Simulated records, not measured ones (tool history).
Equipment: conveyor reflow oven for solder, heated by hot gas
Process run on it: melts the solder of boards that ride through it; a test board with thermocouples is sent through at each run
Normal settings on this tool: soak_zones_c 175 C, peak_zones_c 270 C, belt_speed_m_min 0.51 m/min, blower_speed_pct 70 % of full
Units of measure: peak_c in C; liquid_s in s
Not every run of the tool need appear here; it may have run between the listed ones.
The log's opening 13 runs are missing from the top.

run 14 hour=93.9 | soak_zones_c=175 peak_zones_c=269 belt_speed_m_min=0.51 blower_speed_pct=70 | peak_c=251.7 liquid_s=51.9
run 15 hour=102 | soak_zones_c=175 peak_zones_c=269 belt_speed_m_min=0.51 blower_speed_pct=70 | peak_c=252.9 liquid_s=52.7
run 16 hour=106.2 | soak_zones_c=185 peak_zones_c=280 belt_speed_m_min=0.437 blower_speed_pct=82 | peak_c=269.4 liquid_s=77.6
run 17 hour=111 | soak_zones_c=175 peak_zones_c=270 belt_speed_m_min=0.469 blower_speed_pct=70 | peak_c=254.4 liquid_s=60.2
-- hour=124.7 flux residue cleaned out of gas plates and filters, once more
run 18 hour=124.7 | soak_zones_c=177 peak_zones_c=262 belt_speed_m_min=0.51 blower_speed_pct=51 | peak_c=240.7 liquid_s=42.2
run 19 hour=130.4 | soak_zones_c=177 peak_zones_c=262 belt_speed_m_min=0.51 blower_speed_pct=51 | peak_c=240.7 liquid_s=42.2
run 20 hour=135.5 | soak_zones_c=162 peak_zones_c=270 belt_speed_m_min=0.471 blower_speed_pct=70 | peak_c=253.2 liquid_s=54.7
run 21 hour=140.1 | soak_zones_c=173 peak_zones_c=266 belt_speed_m_min=0.525 blower_speed_pct=70 | peak_c=248.8 liquid_s=48.6
run 22 hour=149.8 | soak_zones_c=183 peak_zones_c=262 belt_speed_m_min=0.51 blower_speed_pct=70 | peak_c=247.7 liquid_s=52.9
run 23 hour=158.3 | soak_zones_c=183 peak_zones_c=262 belt_speed_m_min=0.51 blower_speed_pct=70 | peak_c=247.7 liquid_s=52.3
run 24 hour=165.2 | soak_zones_c=183 peak_zones_c=262 belt_speed_m_min=0.51 blower_speed_pct=70 | peak_c=248 liquid_s=53

What does the tool deliver on the next run?
run 25 hour=174.5 | soak_zones_c=170 peak_zones_c=270 belt_speed_m_min=0.51 blower_speed_pct=65 | peak_c=? liquid_s=?

peak_c: 251.4 C
liquid_s: 50.3 s
With no hidden state in the tool, this same run would have given peak_c 252.3 C, liquid_s 50.9 s.
